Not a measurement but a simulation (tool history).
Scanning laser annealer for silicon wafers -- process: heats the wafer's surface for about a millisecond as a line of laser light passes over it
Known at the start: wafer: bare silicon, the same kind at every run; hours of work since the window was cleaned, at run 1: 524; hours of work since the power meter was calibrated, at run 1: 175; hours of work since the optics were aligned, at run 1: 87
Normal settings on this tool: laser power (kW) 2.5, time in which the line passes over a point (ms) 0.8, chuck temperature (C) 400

| run | hour | laser power (kW) | time in which the line passes over a point (ms) | chuck temperature (C) | hours of work since the window was cleaned | hours of work since the power meter was calibrated | hours of work since the optics were aligned | highest temperature of the surface (C) |
|---|---|---|---|---|---|---|---|---|
| 1 | 0 | 2.5 | 0.8 | 400 | 524 | 175 | 87 | 1067 |
| 2 | 5.4 | 2.5 | 0.8 | 400 | 527 | 178 | 90 | 1071 |
| 3 | 13.7 | 2.5 | 0.8 | 400 | 532 | 183 | 95 | 1073 |
| 4 | 19.5 | 2.5 | 0.8 | 400 | 535 | 186 | 98 | 1070 |
| 5 | 24 | 2.5 | 0.8 | 400 | 538 | 188 | 101 | 1071 |
| 6 | 32.1 | 2.5 | 0.724 | 400 | 542 | 193 | 105 | 1040 |
| 7 | 39.7 | 2.5 | 0.8 | 391 | 546 | 197 | 109 | 1062 |
| 8 | 45 | 2.5 | 0.614 | 391 | 549 | 200 | 112 | 989 |
| 9 | 51.7 | 2.5 | 0.614 | 434 | 553 | 204 | 116 | 1033 |
|  | 55.3 | laser's power meter calibrated |
| 10 | 59.1 | 2.5 | 0.614 | 434 | 556 | 2 | 119 | 1032 |
| 11 | 64.7 | 2.5 | 0.8 | 400 | 559 | 5 | 122 | 1070 |
| 12 | 73 | 2.5 | 0.794 | 400 | 564 | 10 | 127 | 1067 |
| 13 | 80.9 | 2.5 | 0.8 | 400 | 568 | 14 | 131 | 1070 |
| 14 | 84.9 | 2.5 | 0.8 | 400 | 570 | 17 | 133 | 1066 |
| 15 | 91.9 | 2.5 | 0.8 | 400 | 574 | 21 | 137 | 1069 |
| 16 | 97 | 2.5 | 0.8 | 400 | 577 | 24 | 140 | 1064 |
| 17 | 103.9 | 2.694 | 0.984 | 399 | 581 | 28 | 144 | 1192 |
|  | 107.7 | laser's power meter calibrated, once more |
| 18 | 115.9 | 2.694 | 0.984 | 399 | 586 | 5 | 149 | 1196 |
| 19 | 122.1 | 2.387 | 0.625 | 376 | 590 | 8 | 153 | 946 |
| 20 | 128.6 | 2.387 | 0.625 | 376 | 593 | 12 | 156 | 941 |
| 21 | 132.4 | 2.438 | 0.804 | 373 | 595 | 14 | 158 | 1021 |
| 22 | 139.4 | 2.438 | 0.804 | 373 | 599 | 18 | 162 | 1021 |
| 23 | 145.9 | 2.488 | 0.628 | 432 | 603 | 22 | 166 | 1033 |
| 24 | 151 | 2.564 | 0.735 | 376 | 606 | 24 | 169 | 1036 |
| 25 | 154.9 | 2.507 | 0.923 | 392 | 608 | 27 | 171 | 1104 |
| 26 | 161 | 2.277 | 0.633 | 371 | 612 | 30 | 175 | 908 |
| 27 | 166.6 | 2.167 | 0.8 | 400 | 615 | 33 | 178 | 965 |
| 28 | 174.5 | 2.679 | 0.8 | 432 | 619 | 38 | 182 | 1152 |
| 29 | 179.6 | 2.679 | 0.8 | 432 | 622 | 41 | 185 | 1153 |
| 30 | 183.5 | 2.679 | 0.8 | 432 | 624 | 43 | 187 | 1152 |
| 31 | 187.9 | 2.369 | 0.602 | 432 | 627 | 45 | 190 | 983 |
| 32 | 195.7 | 2.392 | 0.609 | 424 | 631 | 50 | 194 | 986 |

Each row is a separate what-if for the run after 32, all from the same tool condition, not one after another. Results?
| A | 201.9 | 2.432 | 0.973 | 424 | 635 | 53 | 198 | ? |
| B | 201.9 | 2.126 | 0.8 | 395 | 635 | 53 | 198 | ? |
| C | 201.9 | 2.731 | 0.609 | 424 | 635 | 53 | 198 | ? |

| run | highest temperature of the surface (C) |
|---|---|
| A | 1121 |
| B | 944 |
| C | 1075 |
Take away the tool's hidden state, keep each run's random variation, and the runs would have read:
| run | highest temperature of the surface (C) |
|---|---|
| A | 1172 |
| B | 984 |
| C | 1123 |

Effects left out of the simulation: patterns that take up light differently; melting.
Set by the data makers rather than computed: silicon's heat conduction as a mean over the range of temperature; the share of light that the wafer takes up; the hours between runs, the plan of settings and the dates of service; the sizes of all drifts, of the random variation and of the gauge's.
